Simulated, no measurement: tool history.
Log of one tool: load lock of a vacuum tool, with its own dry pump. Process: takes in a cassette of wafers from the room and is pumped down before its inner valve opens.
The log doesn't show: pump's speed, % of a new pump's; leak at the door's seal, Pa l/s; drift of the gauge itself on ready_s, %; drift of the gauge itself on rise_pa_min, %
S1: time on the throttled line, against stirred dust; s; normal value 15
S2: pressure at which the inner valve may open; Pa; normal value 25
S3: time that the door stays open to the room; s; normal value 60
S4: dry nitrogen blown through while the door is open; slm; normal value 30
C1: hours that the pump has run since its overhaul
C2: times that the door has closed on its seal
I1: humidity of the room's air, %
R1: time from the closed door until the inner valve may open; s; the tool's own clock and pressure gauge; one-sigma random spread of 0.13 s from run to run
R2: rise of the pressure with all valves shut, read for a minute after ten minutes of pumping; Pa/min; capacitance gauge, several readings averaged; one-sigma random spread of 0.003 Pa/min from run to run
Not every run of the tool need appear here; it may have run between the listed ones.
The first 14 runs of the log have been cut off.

run 15 hour=3315.4 | S1=15 S2=25 S3=60 S4=30 | C1=6715 C2=6224 | I1=42.9 | R1=22.7 R2=0.058
run 16 hour=3450.7 | S1=15 S2=25 S3=60 S4=30 | C1=6851 C2=6367 | I1=43.1 | R1=23 R2=0.057
run 17 hour=3577.2 | S1=15 S2=25 S3=60 S4=30 | C1=6977 C2=6500 | I1=45.2 | R1=22.8 R2=0.062
run 18 hour=3837.7 | S1=15 S2=25 S3=60 S4=30 | C1=7238 C2=6776 | I1=42.8 | R1=22.8 R2=0.07
run 19 hour=4050.1 | S1=13 S2=23 S3=72 S4=4 | C1=7450 C2=7000 | I1=47.1 | R1=21.6 R2=0.099
run 20 hour=4238.1 | S1=12 S2=25 S3=121 S4=30 | C1=7638 C2=7198 | I1=43.4 | R1=20.4 R2=0.075
run 21 hour=4396.5 | S1=13 S2=25 S3=208 S4=30 | C1=7796 C2=7366 | I1=45.1 | R1=21.3 R2=0.086
run 22 hour=4654 | S1=13 S2=25 S3=208 S4=30 | C1=8054 C2=7638 | I1=44.6 | R1=21.1 R2=0.092
run 23 hour=4915.1 | S1=13 S2=25 S3=208 S4=30 | C1=8315 C2=7913 | I1=46.4 | R1=21.3 R2=0.089
run 24 hour=5217.4 | S1=15 S2=22 S3=60 S4=30 | C1=8617 C2=8233 | I1=45.9 | R1=23.2 R2=0.082
run 25 hour=5446.1 | S1=18 S2=24 S3=60 S4=30 | C1=8846 C2=8474 | I1=43.9 | R1=25.7 R2=0.083
run 26 hour=5703.1 | S1=15 S2=33 S3=40 S4=30 | C1=9103 C2=8745 | I1=44.7 | R1=22.7 R2=0.074
run 27 hour=5860.3 | S1=12 S2=26 S3=60 S4=12 | C1=9260 C2=8911 | I1=44.5 | R1=20.4 R2=0.09
run 28 hour=5985 | S1=17 S2=25 S3=60 S4=11 | C1=9385 C2=9043 | I1=46.3 | R1=24.8 R2=0.1
run 29 hour=6230.8 | S1=10 S2=20 S3=118 S4=30 | C1=9631 C2=9303 | I1=49 | R1=19.4 R2=0.098
run 30 hour=6435.2 | S1=10 S2=20 S3=118 S4=30 | C1=9835 C2=9518 | I1=41 | R1=19.5 R2=0.099
run 31 hour=6690.8 | S1=23 S2=25 S3=60 S4=10 | C1=10091 C2=9788 | I1=42.3 | R1=29.9 R2=0.096
run 32 hour=6836.7 | S1=23 S2=25 S3=60 S4=10 | C1=10237 C2=9943 | I1=43.5 | R1=29.9 R2=0.104
run 33 hour=7002.9 | S1=23 S2=25 S3=60 S4=10 | C1=10403 C2=10118 | I1=44 | R1=29.9 R2=0.105
run 34 hour=7279.3 | S1=9 S2=20 S3=58 S4=5 | C1=10679 C2=10410 | I1=46 | R1=18.7 R2=0.119
run 35 hour=7502.4 | S1=10 S2=20 S3=120 S4=5 | C1=10902 C2=10645 | I1=43.5 | R1=19.3 R2=0.148
run 36 hour=7783.8 | S1=20 S2=20 S3=194 S4=39 | C1=11184 C2=10943 | I1=48.9 | R1=27.7 R2=0.117

Alternative continuations, all from the tool just after run 36; predict every row:
run A hour=8050.5 | S1=25 S2=25 S3=90 S4=30 | C1=11450 C2=11224 | I1=46.5 | R1=? R2=?
run B hour=8050.5 | S1=15 S2=25 S3=60 S4=9 | C1=11450 C2=11224 | I1=45.4 | R1=? R2=?
run C hour=8050.5 | S1=13 S2=20 S3=194 S4=39 | C1=11450 C2=11224 | I1=43.6 | R1=? R2=?

run=A R1=31.7 R2=0.106
run=B R1=23.6 R2=0.115
run=C R1=22 R2=0.114
With the hidden condition removed and each run's random variation left untouched, the same runs would have given:
run=A R1=30.9 R2=0.021
run=B R1=22.5 R2=0.029
run=C R1=20.9 R2=0.027
